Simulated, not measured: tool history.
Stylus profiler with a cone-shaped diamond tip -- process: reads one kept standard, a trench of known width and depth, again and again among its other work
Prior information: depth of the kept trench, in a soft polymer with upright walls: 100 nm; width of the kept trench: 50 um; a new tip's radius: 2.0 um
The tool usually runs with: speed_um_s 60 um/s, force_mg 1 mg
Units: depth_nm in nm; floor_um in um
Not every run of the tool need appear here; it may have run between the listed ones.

run,hour,speed_um_s,force_mg,depth_nm,floor_um
1,0,60,1,100.66,48.34
2,31.9,42,1,100.94,48.4
3,75.3,42,1,100.63,48.4
4,96.9,60,1,100.84,48.31
5,138.9,60,1,100.49,48.29
6,162.2,60,1,100.6,48.3
7,195.5,39,1,100.56,48.35
8,232.5,54,1,100.67,48.27
9,268.4,149,1.75,100.89,47.98
10,304.5,213,1.11,100.5,47.62
11,341.6,143,2.86,101.34,48.12
12,371,115,0.99,100.36,47.97
13,417.4,66,0.44,100.3,48.03
14,438.3,26,0.61,100.3,48.35
15,474.8,34,0.47,100.29,48.24

Taken out of this log: 1 entry between the listed runs. Where each belongs, and how the hidden state differs across it:
Logged between run 10 and run 11: height scale calibrated on a step standard (hour 308.7)
  radius of the tip, um: 2.88 -> 2.92; height scale over the true one, %: -0.152 -> -0.199
  what was measured, less what the result would be without the hidden state, depth_nm: -0.16 -> -0.2 nm; floor_um: -0.25 -> -0.26 um
